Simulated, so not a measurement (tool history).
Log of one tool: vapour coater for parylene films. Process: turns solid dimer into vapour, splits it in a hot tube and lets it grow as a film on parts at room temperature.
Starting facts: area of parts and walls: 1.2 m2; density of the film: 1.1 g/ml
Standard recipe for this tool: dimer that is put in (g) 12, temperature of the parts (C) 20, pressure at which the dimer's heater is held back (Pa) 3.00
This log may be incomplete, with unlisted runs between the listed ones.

run	hour	dimer that is put in (g)	temperature of the parts (C)	pressure at which the dimer's heater is held back (Pa)	thickness of the film (um)
1	0.0	12	20	3.00	7.95
2	36.6	12	20	3.00	7.92
3	86.5	12	20	3.00	7.97
4	165.5	12	20	3.00	7.88
5	203.1	12	20	3.00	7.82
6	271.4	12	20	3.00	7.81
7	317.8	12	20	3.00	7.74
8	378.5	14	20	3.00	9.01
9	426.9	14	20	2.41	9.32
10	496.0	12	22	3.00	7.07
# hour 517.8: trap's valve overhauled
11	567.2	12	22	3.00	6.70
12	604.9	12	22	3.00	6.71
13	674.9	12	22	3.00	6.67
14	751.7	12	19	3.00	7.45
15	796.2	12	19	3.00	7.40
16	874.5	12	19	3.00	7.32
17	953.1	12	14	3.00	7.68
18	988.7	12	14	3.00	7.66
# hour 999.9: trap's valve overhauled, once more
19	1051.6	12	14	3.00	8.85
20	1084.5	12	14	3.00	8.83
21	1156.1	8	29	2.80	3.82
22	1204.6	8	29	2.80	3.80
23	1265.7	12	22	3.00	7.26
24	1330.0	6	22	2.06	3.90
25	1383.1	10	20	2.67	6.62
26	1459.1	12	31	3.00	5.08
27	1509.1	10	15	2.90	7.03
# hour 1519.3: trap's valve overhauled
28	1557.9	10	15	2.90	7.40
29	1623.7	5	19	3.68	3.33
30	1694.8	13	19	8.32	7.32
31	1767.1	13	19	8.32	7.29
32	1817.6	12	20	5.99	6.90
33	1873.5	7	20	2.87	4.59
# hour 1916.1: table's thermometer calibrated
34	1925.3	20	20	3.00	12.59
35	1976.3	20	20	3.00	12.57
36	2015.2	15	14	3.00	10.55
# hour 2038.8: trap's valve overhauled
37	2073.3	6	20	9.23	3.16
38	2146.9	13	20	4.96	7.71
39	2185.5	12	20	3.00	7.80

Below, some changes in thickness of the film (um) between adjacent runs. For each, the amount present without the hidden state too (settings, incoming material, random variation) and the amount remaining for the hidden state with gauge scatter not shared by both compared results:
Hidden state at play: vapour lost through the trap's worn valve, %; true temperature of the parts over the reading, C; drift of the gauge itself on film_um, %.
Run 18 -> 19: trap's valve overhauled, once more. thickness of the film (um) +1.19: hidden state +1.18, all else +0.01.
Run 20 -> 21: dimer that is put in (g) 12 -> 8, temperature of the parts (C) 14 -> 29, pressure at which the dimer's heater is held back (Pa) 3.00 -> 2.80. thickness of the film (um) -5.01: hidden state +0.08, all else -5.09.
Run 33 -> 34: dimer that is put in (g) 7 -> 20, pressure at which the dimer's heater is held back (Pa) 2.87 -> 3.00, table's thermometer calibrated. thickness of the film (um) +8.00: hidden state -0.57, all else +8.57.
Run 36 -> 37: dimer that is put in (g) 15 -> 6, temperature of the parts (C) 14 -> 20, pressure at which the dimer's heater is held back (Pa) 3.00 -> 9.23, trap's valve overhauled. thickness of the film (um) -7.39: hidden state +0.55, all else -7.94.
